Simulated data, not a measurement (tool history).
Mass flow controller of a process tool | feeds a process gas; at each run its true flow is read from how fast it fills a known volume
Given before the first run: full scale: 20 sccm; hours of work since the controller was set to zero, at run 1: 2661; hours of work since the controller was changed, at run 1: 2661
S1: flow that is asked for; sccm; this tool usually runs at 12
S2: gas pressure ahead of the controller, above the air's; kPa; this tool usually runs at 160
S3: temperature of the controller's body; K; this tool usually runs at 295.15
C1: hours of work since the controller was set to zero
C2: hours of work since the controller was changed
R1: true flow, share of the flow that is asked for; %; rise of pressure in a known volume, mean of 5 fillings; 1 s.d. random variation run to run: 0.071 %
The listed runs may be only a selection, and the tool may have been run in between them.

run,hour,S1,S2,S3,C1,C2,R1
1,0.0,12,160,295.15,2661,2661,102.85
2,234.2,12,160,295.15,2751,2751,102.98
3,384.7,12,160,295.15,2809,2809,103.16
4,563.1,12,160,295.15,2878,2878,103.05
5,675.8,12,160,295.15,2922,2922,103.21
6,782.6,12,160,295.15,2963,2963,103.27
7,963.2,12,160,295.15,3033,3033,103.37
8,1159.8,12,160,295.15,3109,3109,103.37
9,1339.6,12,160,295.15,3178,3178,103.64
10,1477.6,12,160,295.15,3231,3231,103.54
11,1623.1,12,160,295.15,3287,3287,103.58
12,1800.4,12,160,302.15,3356,3356,102.91
13,2031.8,12,160,302.15,3445,3445,103.08
14,2234.3,12,160,295.15,3523,3523,103.89
15,2444.0,12,160,295.15,3604,3604,104.02
16,2663.0,12,160,295.15,3689,3689,104.05
17,2760.8,12,235,295.15,3727,3727,104.06
18,2936.5,12,235,295.15,3794,3794,103.99
19,3038.2,12,160,297.15,3834,3834,104.11

Estimate the outcome of run 20 from the log above:
20,3243.3,12,160,297.15,3913,3913,?

R1: 104.16 %
On a tool with no hidden condition, and with the same random variation, this run would have come out at R1 99.32 %.

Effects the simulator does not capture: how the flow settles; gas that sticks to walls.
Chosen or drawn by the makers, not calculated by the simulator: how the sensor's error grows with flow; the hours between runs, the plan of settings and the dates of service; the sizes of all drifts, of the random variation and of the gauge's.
